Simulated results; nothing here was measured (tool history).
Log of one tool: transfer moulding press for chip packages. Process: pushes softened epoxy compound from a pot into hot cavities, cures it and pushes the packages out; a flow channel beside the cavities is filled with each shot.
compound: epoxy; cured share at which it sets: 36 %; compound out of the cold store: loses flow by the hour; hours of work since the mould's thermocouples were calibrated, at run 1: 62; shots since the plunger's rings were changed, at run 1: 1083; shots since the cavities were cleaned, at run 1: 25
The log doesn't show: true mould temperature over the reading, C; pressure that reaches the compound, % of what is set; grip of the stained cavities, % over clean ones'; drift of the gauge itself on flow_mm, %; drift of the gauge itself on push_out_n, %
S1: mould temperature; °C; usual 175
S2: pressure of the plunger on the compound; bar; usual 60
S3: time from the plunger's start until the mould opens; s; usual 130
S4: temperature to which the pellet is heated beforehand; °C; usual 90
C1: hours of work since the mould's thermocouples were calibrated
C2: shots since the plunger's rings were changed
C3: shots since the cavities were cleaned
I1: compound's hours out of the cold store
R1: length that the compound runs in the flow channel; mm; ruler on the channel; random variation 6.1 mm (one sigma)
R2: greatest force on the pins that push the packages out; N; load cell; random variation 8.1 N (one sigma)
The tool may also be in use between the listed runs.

Run 1, day 0: usual settings; C1 62; C2 1083; C3 25; I1 16.8. Result: R1 848 mm, R2 387 N.
Run 2, day 0.696: usual settings but S3 166 s; C1 72; C2 1217; C3 159; I1 41.4. Result: R1 795 mm, R2 429 N.
Run 3, day 1.129: usual settings but S3 166 s, S4 92 °C; C1 78; C2 1300; C3 242; I1 8. Result: R1 859 mm, R2 505 N.
Run 4, day 1.912: usual settings; C1 89; C2 1452; C3 394; I1 16.4. Result: R1 840 mm, R2 615 N.
Run 5, day 2.492: usual settings; C1 97; C2 1564; C3 506; I1 20.2. Result: R1 832 mm, R2 619 N.
Run 6, day 3.279: usual settings; C1 108; C2 1715; C3 657; I1 13.2. Result: R1 834 mm, R2 652 N.
Run 7, day 4.2: usual settings; C1 121; C2 1892; C3 834; I1 31.6. Result: R1 802 mm, R2 656 N.
Run 8, day 4.729: usual settings; C1 129; C2 1994; C3 936; I1 18. Result: R1 821 mm, R2 681 N.
At day 5: cavities cleaned with cleaning compound and waxed.
Run 9, day 5.404: usual settings; C1 137; C2 2112; C3 78; I1 17.8. Result: R1 825 mm, R2 436 N.
At day 5.529: mould's thermocouples calibrated.
Run 10, day 5.879: usual settings; C1 5; C2 2188; C3 154; I1 17.7. Result: R1 821 mm, R2 492 N.
Run 11, day 6.754: usual settings; C1 17; C2 2356; C3 322; I1 43.5. Result: R1 778 mm, R2 567 N.
Run 12, day 7.579: usual settings but S1 174 °C, S3 138 s; C1 29; C2 2514; C3 480; I1 13.8. Result: R1 838 mm, R2 617 N.
Run 13, day 8.371: usual settings but S1 174 °C, S3 138 s; C1 40; C2 2667; C3 633; I1 8.8. Result: R1 834 mm, R2 649 N.
Run 14, day 8.767: usual settings but S2 70 bar, S4 86 °C; C1 46; C2 2743; C3 709; I1 39.3. Result: R1 834 mm, R2 635 N.
At day 9.254: mould's thermocouples calibrated, once more.
Run 15, day 9.629: usual settings; C1 5; C2 2893; C3 859; I1 44.7. Result: R1 764 mm, R2 638 N.
At day 10.304: cavities cleaned with cleaning compound and waxed.
Run 16, day 10.538: usual settings but S2 45.4 bar, S3 153 s; C1 17; C2 3057; C3 46; I1 41.9. Result: R1 672 mm, R2 392 N.
Run 17, day 11.417: usual settings but S1 182 °C, S2 67.9 bar, S3 132 s, S4 87 °C; C1 30; C2 3226; C3 215; I1 47.1. Result: R1 775 mm, R2 477 N.

3 ways to go on from here, each from the tool as it stands after run 17. What would each give?
Run A, day 12.062: usual settings but S2 53.3 bar; C1 39; C2 3350; C3 339; I1 41.5. Result: R1 ?, R2 ?.
Run B, day 12.062: usual settings but S1 182 °C, S2 74.1 bar, S3 142 s, S4 87 °C; C1 39; C2 3350; C3 339; I1 18.2. Result: R1 ?, R2 ?.
Run C, day 12.062: usual settings but S4 92 °C; C1 39; C2 3350; C3 339; I1 22.1. Result: R1 ?, R2 ?.

run   R1   R2
  A  721  565
  B  861  513
  C  805  568
Without the tool's hidden state the same runs would have given:
run   R1   R2
  A  768  354
  B  918  323
  C  858  354
